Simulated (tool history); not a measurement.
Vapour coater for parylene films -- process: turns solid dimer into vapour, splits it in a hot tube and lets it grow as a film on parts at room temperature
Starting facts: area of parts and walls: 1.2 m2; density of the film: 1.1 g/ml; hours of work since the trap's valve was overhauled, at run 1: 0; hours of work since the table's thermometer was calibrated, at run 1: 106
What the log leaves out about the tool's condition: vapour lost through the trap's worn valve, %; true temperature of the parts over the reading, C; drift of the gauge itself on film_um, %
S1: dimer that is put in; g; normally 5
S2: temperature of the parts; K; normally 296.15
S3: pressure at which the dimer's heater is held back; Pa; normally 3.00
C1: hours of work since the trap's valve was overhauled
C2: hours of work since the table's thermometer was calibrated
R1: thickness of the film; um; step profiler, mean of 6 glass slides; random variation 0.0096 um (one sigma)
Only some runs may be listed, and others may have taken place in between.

| run | hour | S1 | S2 | S3 | C1 | C2 | R1 |
|---|---|---|---|---|---|---|---|
| 1 | 0.0 | 5 | 296.15 | 3.00 | 0 | 106 | 1.928 |
| 2 | 23.3 | 5 | 296.15 | 3.00 | 19 | 125 | 1.950 |
| 3 | 33.9 | 4 | 296.15 | 3.00 | 28 | 134 | 1.528 |
| 4 | 55.3 | 5 | 296.15 | 10.39 | 46 | 152 | 1.441 |
| 5 | 69.4 | 5 | 296.15 | 10.39 | 58 | 164 | 1.428 |
| 6 | 93.0 | 5 | 296.15 | 11.11 | 78 | 184 | 1.410 |
| 7 | 110.2 | 5 | 296.15 | 3.00 | 92 | 198 | 1.866 |
| 8 | 131.0 | 8 | 296.15 | 2.15 | 110 | 216 | 3.231 |
| 9 | 151.0 | 8 | 293.15 | 8.52 | 126 | 232 | 2.631 |
| 10 | 174.1 | 8 | 293.15 | 8.52 | 146 | 252 | 2.598 |
| 11 | 195.8 | 8 | 293.15 | 8.52 | 164 | 270 | 2.601 |

Run 12 has not been measured yet. What should we expect?
| 12 | 216.7 | 8 | 293.15 | 8.52 | 181 | 287 | ? |

{"run 12": {"R1": 2.594}}
Take away the tool's hidden state, keep the run-to-run variation as it was, and the same run would have given R1 2.754 um.
